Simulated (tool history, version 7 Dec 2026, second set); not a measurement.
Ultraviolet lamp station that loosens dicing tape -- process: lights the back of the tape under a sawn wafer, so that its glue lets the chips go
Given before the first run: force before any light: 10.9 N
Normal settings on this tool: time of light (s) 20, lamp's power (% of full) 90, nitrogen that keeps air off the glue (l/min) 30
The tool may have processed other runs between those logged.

| run | hour | time of light (s) | lamp's power (% of full) | nitrogen that keeps air off the glue (l/min) | force that peels the tape off (N) | light that reached the tape (J/m2) |
|---|---|---|---|---|---|---|
| 1 | 0.0 | 20 | 90 | 30 | 0.933 | 3770 |
| 2 | 10.1 | 20 | 90 | 30 | 0.925 | 3750 |
| 3 | 19.5 | 20 | 90 | 30 | 0.911 | 3750 |
| 4 | 28.9 | 20 | 90 | 30 | 0.923 | 3770 |
| 5 | 42.4 | 20 | 90 | 30 | 0.902 | 3800 |
| 6 | 52.3 | 20 | 90 | 30 | 0.901 | 3730 |
| 7 | 63.5 | 20 | 90 | 30 | 0.922 | 3790 |
| 8 | 72.1 | 20 | 89 | 30 | 0.900 | 3720 |
| 9 | 79.6 | 20 | 89 | 30 | 0.929 | 3710 |
| 10 | 88.8 | 20 | 89 | 30 | 0.943 | 3740 |
| 11 | 99.4 | 20 | 89 | 30 | 0.957 | 3740 |
| 12 | 110.6 | 20 | 89 | 30 | 0.931 | 3720 |
| 13 | 117.7 | 20 | 89 | 30 | 0.935 | 3710 |
| 14 | 123.5 | 20 | 80 | 30 | 1.176 | 3360 |
| 15 | 131.9 | 20 | 73 | 30 | 1.442 | 3070 |
| 16 | 143.0 | 20 | 73 | 30 | 1.407 | 3050 |
| 17 | 151.8 | 20 | 73 | 30 | 1.446 | 3050 |
| 18 | 165.0 | 20 | 73 | 30 | 1.427 | 3060 |
| 19 | 176.7 | 20 | 73 | 26 | 1.568 | 3040 |
| 20 | 183.2 | 11 | 73 | 26 | 3.780 | 1660 |
| 21 | 189.2 | 15 | 90 | 30 | 1.599 | 2810 |
| 22 | 202.5 | 15 | 90 | 30 | 1.676 | 2840 |
| 23 | 209.4 | 38 | 90 | 50 | 0.127 | 7160 |
| 24 | 219.9 | 38 | 90 | 50 | 0.126 | 7130 |
| 25 | 226.1 | 20 | 90 | 46 | 0.662 | 3770 |
| 26 | 234.1 | 20 | 90 | 46 | 0.647 | 3700 |
| 27 | 248.6 | 11 | 76 | 54 | 2.671 | 1730 |
| 28 | 262.8 | 20 | 90 | 21 | 1.217 | 3780 |
| 29 | 269.4 | 20 | 90 | 21 | 1.183 | 3780 |
| 30 | 275.8 | 16 | 83 | 9 | 3.398 | 2810 |
| 31 | 286.8 | 16 | 63 | 12 | 4.089 | 2110 |
| 32 | 301.3 | 16 | 63 | 12 | 3.987 | 2100 |
| 33 | 314.8 | 16 | 63 | 12 | 3.912 | 2090 |
| 34 | 322.8 | 16 | 63 | 12 | 4.042 | 2090 |
| 35 | 332.2 | 16 | 63 | 12 | 3.978 | 2110 |
| 36 | 346.3 | 16 | 63 | 12 | 4.044 | 2110 |
| 37 | 354.1 | 21 | 69 | 19 | 1.971 | 3010 |
| 38 | 363.6 | 21 | 69 | 19 | 1.963 | 3020 |
| 39 | 374.8 | 20 | 76 | 19 | 1.886 | 3200 |
| 40 | 386.0 | 20 | 76 | 19 | 1.816 | 3190 |
| 41 | 399.8 | 17 | 94 | 16 | 1.844 | 3320 |
| 42 | 408.6 | 31 | 75 | 28 | 0.510 | 4910 |
| 43 | 420.3 | 12 | 60 | 12 | 5.121 | 1500 |
| 44 | 434.2 | 23 | 75 | 15 | 1.722 | 3610 |

Not shown: 1 entry that the log had between the listed runs. Between which runs, and how does the tool's hidden state differ before and after?
Run 1 -> run 2: window cleaned of glue's vapour (hour 8.6)
  no difference in the tool's unlogged condition between these two runs

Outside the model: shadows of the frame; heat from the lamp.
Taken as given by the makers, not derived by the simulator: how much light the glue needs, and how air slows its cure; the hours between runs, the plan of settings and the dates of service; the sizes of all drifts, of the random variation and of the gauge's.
